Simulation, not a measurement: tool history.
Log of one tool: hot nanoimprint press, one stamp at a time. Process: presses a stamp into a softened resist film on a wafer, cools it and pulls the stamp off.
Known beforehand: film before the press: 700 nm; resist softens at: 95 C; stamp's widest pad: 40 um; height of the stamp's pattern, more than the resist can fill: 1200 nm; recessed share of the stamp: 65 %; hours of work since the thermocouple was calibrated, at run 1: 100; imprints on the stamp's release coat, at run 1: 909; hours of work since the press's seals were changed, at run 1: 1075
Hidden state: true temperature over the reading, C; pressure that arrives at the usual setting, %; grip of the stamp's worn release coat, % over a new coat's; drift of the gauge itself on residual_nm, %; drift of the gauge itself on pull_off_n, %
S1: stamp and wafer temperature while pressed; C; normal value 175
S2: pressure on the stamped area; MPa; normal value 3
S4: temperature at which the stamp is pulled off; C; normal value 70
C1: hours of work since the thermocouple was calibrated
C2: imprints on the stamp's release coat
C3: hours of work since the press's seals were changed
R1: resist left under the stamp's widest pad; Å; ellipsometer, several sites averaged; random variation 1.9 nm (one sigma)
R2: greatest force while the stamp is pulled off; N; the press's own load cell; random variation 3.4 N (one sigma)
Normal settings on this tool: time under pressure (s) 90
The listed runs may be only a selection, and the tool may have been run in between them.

Run 1, hour 0: usual settings; C1 100; C2 909; C3 1075. Result: R1 3941 Å, R2 217 N.
Run 2, hour 88.3: usual settings; C1 138; C2 1099; C3 1112. Result: R1 3935 Å, R2 242 N.
Run 3, hour 132.8: usual settings; C1 156; C2 1195; C3 1131. Result: R1 3905 Å, R2 238 N.
At hour 152.2: press's hydraulic seals changed and the load cell set to zero.
Run 4, hour 241.4: usual settings but S1 185 C; C1 199; C2 1411; C3 38. Result: R1 2802 Å, R2 268 N.
At hour 326: stamp cleaned and given a new release coat.
Run 5, hour 340.7: usual settings but S4 60 C; C1 238; C2 31; C3 77. Result: R1 3838 Å, R2 207 N.
Run 6, hour 395: usual settings but S4 60 C; C1 261; C2 148; C3 100. Result: R1 3810 Å, R2 221 N.
Run 7, hour 462.6: usual settings but S4 60 C; C1 289; C2 294; C3 128. Result: R1 3827 Å, R2 231 N.
Run 8, hour 511.5: usual settings but S4 60 C; C1 310; C2 399; C3 149. Result: R1 3826 Å, R2 235 N.
Run 9, hour 597.7: usual settings but time under pressure (s) 92; C1 346; C2 585; C3 185. Result: R1 3792 Å, R2 198 N.
Run 10, hour 694.6: usual settings; C1 387; C2 794; C3 226. Result: R1 3801 Å, R2 207 N.
Run 11, hour 765.2: usual settings but S1 166 C; C1 417; C2 946; C3 255. Result: R1 4892 Å, R2 219 N.
Run 12, hour 841.6: usual settings; C1 449; C2 1110; C3 288. Result: R1 3788 Å, R2 242 N.
Run 13, hour 931.2: usual settings; C1 486; C2 1304; C3 325. Result: R1 3762 Å, R2 248 N.
At hour 970.3: plate thermocouple calibrated.
Run 14, hour 983.6: usual settings; C1 6; C2 1410; C3 346. Result: R1 3726 Å, R2 254 N.
At hour 1067.8: stamp cleaned and given a new release coat.
Run 15, hour 1089.3: usual settings but S4 62 C; C1 48; C2 47; C3 388. Result: R1 3694 Å, R2 202 N.
Run 16, hour 1137.6: usual settings but S4 62 C; C1 68; C2 151; C3 408. Result: R1 3715 Å, R2 204 N.
Run 17, hour 1178.3: usual settings but S1 177 C, time under pressure (s) 94, S4 76 C; C1 85; C2 238; C3 425. Result: R1 3427 Å, R2 140 N.

What will run 18 give?
Run 18, hour 1242.9: usual settings but S1 180 C, time under pressure (s) 75; C1 112; C2 377; C3 453. Result: R1 ?, R2 ?.

Run 18 measured R1 3382 Å, R2 186 N.
Minus the tool's unlogged condition, the same run would have read R1 3606 Å, R2 173 N.
